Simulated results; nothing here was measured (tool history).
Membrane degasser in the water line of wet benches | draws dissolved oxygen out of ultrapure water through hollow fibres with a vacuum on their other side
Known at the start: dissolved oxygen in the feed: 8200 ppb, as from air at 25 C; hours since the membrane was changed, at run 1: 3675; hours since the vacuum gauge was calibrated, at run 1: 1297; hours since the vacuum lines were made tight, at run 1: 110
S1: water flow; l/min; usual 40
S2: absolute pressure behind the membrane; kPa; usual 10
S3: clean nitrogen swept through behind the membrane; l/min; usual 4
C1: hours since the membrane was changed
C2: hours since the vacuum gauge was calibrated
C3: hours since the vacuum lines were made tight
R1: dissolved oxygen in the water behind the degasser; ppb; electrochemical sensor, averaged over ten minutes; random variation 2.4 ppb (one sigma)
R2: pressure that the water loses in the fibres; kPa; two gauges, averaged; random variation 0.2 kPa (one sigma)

| run | day | S1 | S2 | S3 | C1 | C2 | C3 | R1 | R2 |
|---|---|---|---|---|---|---|---|---|---|
| 1 | 0 | 40 | 10 | 4 | 3675 | 1297 | 110 | 240.1 | 45.83 |
| 2 | 1.967 | 40 | 10 | 4 | 3722 | 1344 | 157 | 235 | 46.1 |
| 3 | 4.971 | 40 | 10 | 4 | 3795 | 1416 | 229 | 240.9 | 45.58 |
| 4 | 8.067 | 31 | 10 | 4 | 3869 | 1491 | 304 | 175 | 35.36 |
| 5 | 10.662 | 31 | 10 | 4 | 3931 | 1553 | 366 | 175.7 | 35.39 |
| 6 | 12.988 | 31 | 10 | 4 | 3987 | 1609 | 422 | 175 | 35.44 |
| 7 | 14.704 | 31 | 10 | 4 | 4028 | 1650 | 463 | 172.5 | 35.2 |
| 8 | 16.579 | 40 | 10 | 4.79 | 4073 | 1695 | 508 | 215.8 | 45.78 |
| 9 | 19.712 | 40 | 10 | 4.79 | 4148 | 1770 | 583 | 215.2 | 45.59 |
| 10 | 23.317 | 40 | 10 | 4 | 4235 | 1857 | 670 | 239.1 | 45.7 |
| 11 | 26.942 | 40 | 10 | 4 | 4322 | 1944 | 757 | 235.9 | 45.66 |
| 12 | 29.321 | 40 | 10 | 4 | 4379 | 2001 | 814 | 235.3 | 45.72 |
| 13 | 32.962 | 40 | 10 | 4 | 4466 | 2088 | 901 | 237.7 | 46.15 |
| 14 | 34.962 | 55 | 10 | 3.01 | 4514 | 2136 | 949 | 409.6 | 62.62 |
| 15 | 38.079 | 55 | 10 | 3.01 | 4589 | 2211 | 1024 | 405.1 | 62.89 |
| 16 | 40.196 | 55 | 6 | 4.79 | 4640 | 2262 | 1075 | 218.2 | 62.98 |
| 17 | 44.075 | 55 | 6 | 4.79 | 4733 | 2355 | 1168 | 220.6 | 62.9 |
| 18 | 46.812 | 29 | 13.9 | 3.73 | 4799 | 2421 | 1233 | 239.6 | 33.41 |
| 19 | 49.946 | 40 | 12 | 2.2 | 4874 | 2496 | 1309 | 429.8 | 45.17 |
| 20 | 53.65 | 39 | 9.1 | 4 | 4963 | 2585 | 1398 | 208 | 44.47 |
| 21 | 57.217 | 39 | 9.1 | 4 | 5048 | 2670 | 1483 | 210.2 | 44.38 |
| 22 | 60.083 | 58 | 9.3 | 9.3 | 5117 | 2739 | 1552 | 244.5 | 66.34 |
| 23 | 62.029 | 48 | 10 | 3.64 | 5164 | 2786 | 1599 | 309.5 | 55.07 |
| 24 | 64.854 | 48 | 10 | 3.64 | 5232 | 2854 | 1666 | 309.2 | 55.32 |

5 ways to go on from here, each from the tool as it stands after run 24. What would each give?
| A | 67.196 | 40 | 23.3 | 8.66 | 5288 | 2910 | 1723 | ? | ? |
| B | 67.196 | 35 | 10.1 | 3.64 | 5288 | 2910 | 1723 | ? | ? |
| C | 67.196 | 40 | 8.3 | 4 | 5288 | 2910 | 1723 | ? | ? |
| D | 67.196 | 48 | 18.6 | 5.61 | 5288 | 2910 | 1723 | ? | ? |
| E | 67.196 | 33 | 14 | 3.64 | 5288 | 2910 | 1723 | ? | ? |

| run | R1 | R2 |
|---|---|---|
| A | 299.4 | 45.87 |
| B | 215.1 | 40.2 |
| C | 203.2 | 46.06 |
| D | 412.2 | 55.25 |
| E | 283 | 37.83 |
Without the tool's hidden state the same runs would have given:
| run | R1 | R2 |
|---|---|---|
| A | 293.2 | 45.2 |
| B | 209.4 | 39.62 |
| C | 196.5 | 45.4 |
| D | 404.2 | 54.45 |
| E | 277.5 | 37.28 |
